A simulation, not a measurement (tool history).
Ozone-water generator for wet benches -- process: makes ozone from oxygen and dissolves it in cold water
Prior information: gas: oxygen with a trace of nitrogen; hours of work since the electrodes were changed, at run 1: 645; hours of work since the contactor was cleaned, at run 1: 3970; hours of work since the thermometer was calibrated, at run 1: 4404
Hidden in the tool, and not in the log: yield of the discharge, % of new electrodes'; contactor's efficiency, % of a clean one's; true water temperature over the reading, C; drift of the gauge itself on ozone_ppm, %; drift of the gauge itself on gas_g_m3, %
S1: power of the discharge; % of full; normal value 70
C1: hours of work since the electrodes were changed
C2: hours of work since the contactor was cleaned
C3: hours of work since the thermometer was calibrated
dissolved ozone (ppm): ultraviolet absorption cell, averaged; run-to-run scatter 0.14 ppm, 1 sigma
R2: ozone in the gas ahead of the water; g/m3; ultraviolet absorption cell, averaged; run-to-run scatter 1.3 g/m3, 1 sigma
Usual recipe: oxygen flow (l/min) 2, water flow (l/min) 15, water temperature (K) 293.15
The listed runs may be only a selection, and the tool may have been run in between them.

Run 1, day 0: usual settings; C1 645; C2 3970; C3 4404. Result: dissolved ozone (ppm) 16.3, R2 237 g/m3.
At day 0.392: water thermometer calibrated.
Run 2, day 2.367: usual settings; C1 694; C2 4019; C3 42. Result: dissolved ozone (ppm) 16.6, R2 235.8 g/m3.
Run 3, day 4.383: usual settings but water flow (l/min) 10; C1 737; C2 4062; C3 84. Result: dissolved ozone (ppm) 24, R2 236 g/m3.
Run 4, day 6.254: usual settings but water flow (l/min) 10; C1 776; C2 4101; C3 124. Result: dissolved ozone (ppm) 23.9, R2 236.9 g/m3.
Run 5, day 7.792: usual settings; C1 809; C2 4134; C3 156. Result: dissolved ozone (ppm) 16.6, R2 236.5 g/m3.
Run 6, day 9.862: usual settings; C1 852; C2 4177; C3 200. Result: dissolved ozone (ppm) 16.2, R2 238.4 g/m3.
Run 7, day 12.379: usual settings; C1 905; C2 4230; C3 253. Result: dissolved ozone (ppm) 16.5, R2 234.1 g/m3.
Run 8, day 14.021: usual settings but S1 59 % of full, water flow (l/min) 12; C1 940; C2 4265; C3 288. Result: dissolved ozone (ppm) 18.1, R2 209.5 g/m3.
Run 9, day 15.517: usual settings but S1 59 % of full, water flow (l/min) 12, water temperature (K) 288.15; C1 971; C2 4296; C3 319. Result: dissolved ozone (ppm) 19.4, R2 212 g/m3.
Run 10, day 17.679: usual settings but S1 59 % of full, water flow (l/min) 12, water temperature (K) 288.15; C1 1017; C2 4342; C3 365. Result: dissolved ozone (ppm) 19.3, R2 208.7 g/m3.
Run 11, day 19.233: usual settings but S1 40 % of full, water flow (l/min) 9, water temperature (K) 288.15; C1 1050; C2 4375; C3 397. Result: dissolved ozone (ppm) 19.1, R2 162.1 g/m3.
Run 12, day 20.617: usual settings but oxygen flow (l/min) 1.62; C1 1079; C2 4404; C3 427. Result: dissolved ozone (ppm) 15.9, R2 260.9 g/m3.

Branching from run 12: 4 alternative next runs. What would each branch give?
Run A, day 21.95: usual settings but oxygen flow (l/min) 2.23, water flow (l/min) 11; C1 1107; C2 4432; C3 455. Result: dissolved ozone (ppm) ?, R2 ?.
Run B, day 21.95: usual settings but S1 47 % of full, oxygen flow (l/min) 2.25, water flow (l/min) 22; C1 1107; C2 4432; C3 455. Result: dissolved ozone (ppm) ?, R2 ?.
Run C, day 21.95: usual settings but S1 42 % of full; C1 1107; C2 4432; C3 455. Result: dissolved ozone (ppm) ?, R2 ?.
Run D, day 21.95: usual settings but S1 69 % of full, oxygen flow (l/min) 2.05; C1 1107; C2 4432; C3 455. Result: dissolved ozone (ppm) ?, R2 ?.

run  dissolved ozone (ppm)     R2
  A                   22.1  222.7
  B                    8.5  170.7
  C                   11.4  168.4
  D                   15.9  229.2
Without the tool's hidden state the same runs would have given:
run  dissolved ozone (ppm)     R2
  A                   23.1  228.4
  B                    8.9  173.9
  C                   11.9  171.3
  D                   16.7    235

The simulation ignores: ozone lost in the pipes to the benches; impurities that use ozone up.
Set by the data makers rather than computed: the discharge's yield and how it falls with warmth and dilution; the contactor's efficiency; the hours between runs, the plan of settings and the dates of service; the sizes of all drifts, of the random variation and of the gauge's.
